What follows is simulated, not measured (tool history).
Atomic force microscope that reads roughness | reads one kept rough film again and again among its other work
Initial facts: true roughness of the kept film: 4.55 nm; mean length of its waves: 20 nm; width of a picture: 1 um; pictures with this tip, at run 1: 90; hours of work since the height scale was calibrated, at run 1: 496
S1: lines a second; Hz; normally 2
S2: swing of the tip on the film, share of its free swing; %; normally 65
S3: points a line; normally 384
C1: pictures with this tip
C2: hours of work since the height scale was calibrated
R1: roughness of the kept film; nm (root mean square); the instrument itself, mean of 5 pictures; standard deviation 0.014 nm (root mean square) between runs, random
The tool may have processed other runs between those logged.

run	hour	S1	S2	S3	C1	C2	R1
1	0	2	65	384	90	496	3.419
2	24.6	2	65	384	125	509	3.469
3	39.8	2	65	384	147	516	3.439
4	58.4	2	65	384	174	525	3.441
5	71.3	2	65	384	193	532	3.463
6	86.2	2	65	384	215	539	3.468
# hour 96.5: new tip fitted
7	107.6	1.07	65	384	16	550	3.558
8	129.4	1.07	65	384	47	560	3.545
9	140.4	2	57	297	63	566	3.497
10	164.4	1.23	73	784	98	578	3.476

Here are 4 independent what-if runs from the current tool condition. What would each one return?
A	178.3	2	62	384	118	585	?
B	178.3	2	64	384	118	585	?
C	178.3	2	88	384	118	585	?
D	178.3	3.36	65	384	118	585	?

run	R1
A	3.471
B	3.472
C	3.072
D	3.345
Without the tool's unlogged condition, the same runs would have read:
run	R1
A	3.477
B	3.478
C	3.077
D	3.35
